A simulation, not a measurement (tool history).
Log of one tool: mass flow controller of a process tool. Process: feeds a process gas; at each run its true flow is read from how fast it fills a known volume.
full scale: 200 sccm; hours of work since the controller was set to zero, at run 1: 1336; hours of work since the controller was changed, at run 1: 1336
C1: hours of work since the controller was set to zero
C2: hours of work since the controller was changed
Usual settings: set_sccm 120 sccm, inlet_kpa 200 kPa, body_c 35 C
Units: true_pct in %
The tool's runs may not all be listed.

Run 1, hour 0: usual settings; C1 1336; C2 1336. Result: true_pct 99.93 %.
Run 2, hour 73.4: usual settings; C1 1376; C2 1376. Result: true_pct 99.85 %.
Run 3, hour 126.4: usual settings; C1 1404; C2 1404. Result: true_pct 99.92 %.
Run 4, hour 171.6: usual settings but set_sccm 128 sccm; C1 1429; C2 1429. Result: true_pct 99.98 %.
Run 5, hour 204.5: usual settings but body_c 26 C; C1 1446; C2 1446. Result: true_pct 98.98 %.
Run 6, hour 279.9: usual settings; C1 1487; C2 1487. Result: true_pct 99.96 %.
Run 7, hour 335.9: usual settings; C1 1517; C2 1517. Result: true_pct 99.89 %.
Run 8, hour 381.6: usual settings; C1 1541; C2 1541. Result: true_pct 99.94 %.
Run 9, hour 453.2: usual settings; C1 1580; C2 1580. Result: true_pct 99.87 %.
Run 10, hour 513.8: usual settings; C1 1612; C2 1612. Result: true_pct 99.89 %.
Run 11, hour 561.6: usual settings but set_sccm 181 sccm; C1 1638; C2 1638. Result: true_pct 100.33 %.
Run 12, hour 628.3: usual settings but set_sccm 181 sccm; C1 1674; C2 1674. Result: true_pct 100.29 %.
Run 13, hour 676.4: usual settings but set_sccm 181 sccm; C1 1700; C2 1700. Result: true_pct 100.22 %.
Run 14, hour 725.7: usual settings but set_sccm 41 sccm; C1 1726; C2 1726. Result: true_pct 98.73 %.
Run 15, hour 777.1: usual settings but set_sccm 41 sccm; C1 1754; C2 1754. Result: true_pct 98.63 %.
Run 16, hour 818.6: usual settings but set_sccm 41 sccm; C1 1776; C2 1776. Result: true_pct 98.72 %.
Run 17, hour 886.7: usual settings but body_c 28 C; C1 1812; C2 1812. Result: true_pct 99.05 %.
Run 18, hour 954.4: usual settings but body_c 28 C; C1 1849; C2 1849. Result: true_pct 99.23 %.
Run 19, hour 1019.4: usual settings; C1 1884; C2 1884. Result: true_pct 99.73 %.
Run 20, hour 1078.1: usual settings; C1 1915; C2 1915. Result: true_pct 99.77 %.
Run 21, hour 1136.4: usual settings but inlet_kpa 224 kPa; C1 1947; C2 1947. Result: true_pct 99.85 %.
Run 22, hour 1209.6: usual settings but inlet_kpa 224 kPa; C1 1986; C2 1986. Result: true_pct 99.73 %.
Run 23, hour 1284.3: usual settings but inlet_kpa 224 kPa; C1 2026; C2 2026. Result: true_pct 99.73 %.
Run 24, hour 1341: usual settings but inlet_kpa 224 kPa; C1 2056; C2 2056. Result: true_pct 99.72 %.
Run 25, hour 1402.2: usual settings but inlet_kpa 224 kPa; C1 2089; C2 2089. Result: true_pct 99.72 %.

Forecast run 26:
Run 26, hour 1450.9: usual settings but set_sccm 75 sccm, inlet_kpa 167 kPa; C1 2115; C2 2115. Result: true_pct ?.

true_pct: 99.15 %
Without the tool's hidden state the same run would have given true_pct 100.08 %.
